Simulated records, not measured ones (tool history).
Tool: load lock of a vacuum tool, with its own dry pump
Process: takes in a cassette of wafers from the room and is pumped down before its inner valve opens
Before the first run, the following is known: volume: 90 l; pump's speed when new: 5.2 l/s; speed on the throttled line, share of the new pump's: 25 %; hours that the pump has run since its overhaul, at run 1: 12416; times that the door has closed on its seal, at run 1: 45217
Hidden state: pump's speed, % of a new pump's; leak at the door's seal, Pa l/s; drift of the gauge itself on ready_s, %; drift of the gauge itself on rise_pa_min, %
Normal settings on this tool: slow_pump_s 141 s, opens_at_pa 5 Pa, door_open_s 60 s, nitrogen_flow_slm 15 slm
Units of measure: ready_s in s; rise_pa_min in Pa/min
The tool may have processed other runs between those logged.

run    hour  slow_pump_s  opens_at_pa  door_open_s  nitrogen_flow_slm  hours that the pump has run since its overhaul  times that the door has closed on its seal  incoming humidity of the room's air, %  ready_s  rise_pa_min
  1     0.0          141            5           60                 15                                           12416                                       45217                                    45.6    282.3        0.024
  2   188.5          141            5           60                 15                                           12604                                       45899                                    40.7    282.4        0.023
  3   359.6          141            5           60                 15                                           12775                                       46518                                    44.1    278.2        0.023
  4   659.3          141            5           60                 15                                           13075                                       47602                                    42.4    280.1        0.019
      970.5  -- dry pump taken out, an overhauled one fitted
  5  1053.1          141            5           60                 15                                              83                                       49005                                    43.0    281.2        0.024
  6  1380.7          141            5           60                 15                                             410                                       50189                                    47.5    279.4        0.025
  7  1571.4          141            5           60                 15                                             601                                       50879                                    45.6    281.4        0.027
  8  1800.5          141            5           60                 15                                             830                                       51708                                    45.1    278.9        0.021
  9  1994.5          141            5           60                  5                                            1024                                       52409                                    44.6    282.5        0.035
 10  2201.7          141            5           60                  5                                            1231                                       53159                                    43.1    280.1        0.036
 11  2423.2          141            5           60                 15                                            1453                                       53960                                    44.4    278.2        0.021
 12  2764.6          141            5           60                 15                                            1794                                       55194                                    44.9    281.3        0.021
 13  3164.8          141            5           60                 15                                            2194                                       56642                                    45.8    280.0        0.020
 14  3511.7          100            4          111                 28                                            2541                                       57896                                    45.0    255.9        0.026
 15  3714.8          141            6           54                 27                                            2744                                       58631                                    43.0    278.0        0.011
 16  3972.8          141            6           79                  4                                            3002                                       59564                                    46.4    276.9        0.047
 17  4368.5           87            8           34                 15                                            3398                                       60995                                    44.1    230.6        0.019
 18  4715.1          197            8           34                 15                                            3745                                       62249                                    42.8    312.4        0.018
 19  4932.9          197            8          119                 15                                            3962                                       63037                                    43.6    311.7        0.039
 20  5133.7           98            6          189                 15                                            4163                                       63763                                    45.4    244.7        0.060
 21  5319.6          261            6           29                 43                                            4349                                       64435                                    44.3    364.8        0.006
 22  5545.4          187            6          130                 43                                            4575                                       65252                                    45.3    312.2        0.018
 23  5764.5          192            7          130                 44                                            4794                                       66044                                    40.6    315.0        0.020

5 ways to go on from here, each from the tool as it stands after run 23. What would each give?
  A  6137.0          192            5          130                  5                                            5166                                       67391                                    44.7        ?            ?
  B  6137.0          141            5           60                 15                                            5166                                       67391                                    43.4        ?            ?
  C  6137.0          192            7          108                 44                                            5166                                       67391                                    44.0        ?            ?
  D  6137.0          141            5          121                 28                                            5166                                       67391                                    47.0        ?            ?
  E  6137.0          141            5           60                 15                                            5166                                       67391                                    46.5        ?            ?

run  ready_s  rise_pa_min
  A    316.3        0.060
  B    282.5        0.024
  C    314.4        0.016
  D    279.1        0.033
  E    279.1        0.025
With the hidden condition removed and each run's random variation left untouched, the same runs would have given:
run  ready_s  rise_pa_min
  A    316.3        0.059
  B    282.5        0.023
  C    314.3        0.014
  D    279.0        0.032
  E    279.1        0.024
